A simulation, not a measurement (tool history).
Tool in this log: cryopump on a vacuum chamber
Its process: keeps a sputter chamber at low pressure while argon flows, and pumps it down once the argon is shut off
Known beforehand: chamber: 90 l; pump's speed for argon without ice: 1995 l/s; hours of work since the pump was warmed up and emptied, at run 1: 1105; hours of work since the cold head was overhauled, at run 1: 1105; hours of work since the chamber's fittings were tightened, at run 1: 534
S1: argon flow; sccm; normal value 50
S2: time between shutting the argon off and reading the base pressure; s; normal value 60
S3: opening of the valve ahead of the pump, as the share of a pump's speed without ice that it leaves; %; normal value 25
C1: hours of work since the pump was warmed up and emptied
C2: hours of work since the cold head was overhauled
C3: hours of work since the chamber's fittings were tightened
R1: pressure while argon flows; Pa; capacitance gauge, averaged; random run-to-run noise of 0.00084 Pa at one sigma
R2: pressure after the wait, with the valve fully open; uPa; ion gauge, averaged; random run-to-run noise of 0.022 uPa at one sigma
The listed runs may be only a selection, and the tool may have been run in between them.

Run 1, day 0: usual settings; C1 1105; C2 1105; C3 534. Result: R1 0.1807 Pa, R2 0.72 uPa.
At day 3.708: pump warmed up, emptied and cooled again.
Run 2, day 3.775: usual settings; C1 1; C2 1161; C3 590. Result: R1 0.1698 Pa, R2 0.7 uPa.
Run 3, day 7.542: usual settings but S1 85 sccm; C1 60; C2 1220; C3 649. Result: R1 0.2891 Pa, R2 0.69 uPa.
Run 4, day 10.012: usual settings but S1 85 sccm; C1 99; C2 1259; C3 688. Result: R1 0.2894 Pa, R2 0.68 uPa.
Run 5, day 14.412: usual settings but S1 85 sccm; C1 168; C2 1329; C3 757. Result: R1 0.2932 Pa, R2 0.78 uPa.
Run 6, day 16.346: usual settings; C1 199; C2 1359; C3 787. Result: R1 0.1717 Pa, R2 0.71 uPa.
Run 7, day 20.854: usual settings; C1 270; C2 1430; C3 858. Result: R1 0.1739 Pa, R2 0.79 uPa.
Run 8, day 23.046: usual settings but S2 104 s; C1 304; C2 1464; C3 893. Result: R1 0.1731 Pa, R2 0.59 uPa.
Run 9, day 25.579: usual settings but S2 104 s; C1 344; C2 1504; C3 933. Result: R1 0.1746 Pa, R2 0.64 uPa.
Run 10, day 29.767: usual settings but S2 104 s; C1 410; C2 1570; C3 999. Result: R1 0.1751 Pa, R2 0.63 uPa.
Run 11, day 33.029: usual settings but S1 42 sccm; C1 461; C2 1621; C3 1050. Result: R1 0.147 Pa, R2 0.74 uPa.

Run 12 is up next; what results do you expect?
Run 12, day 35.758: usual settings but S1 42 sccm; C1 504; C2 1664; C3 1093. Result: R1 ?, R2 ?.

Run 12 gave R1 0.1489 Pa, R2 0.79 uPa.
The same run, on a tool lacking any hidden state, would have yielded R1 0.1438 Pa, R2 0.53 uPa.
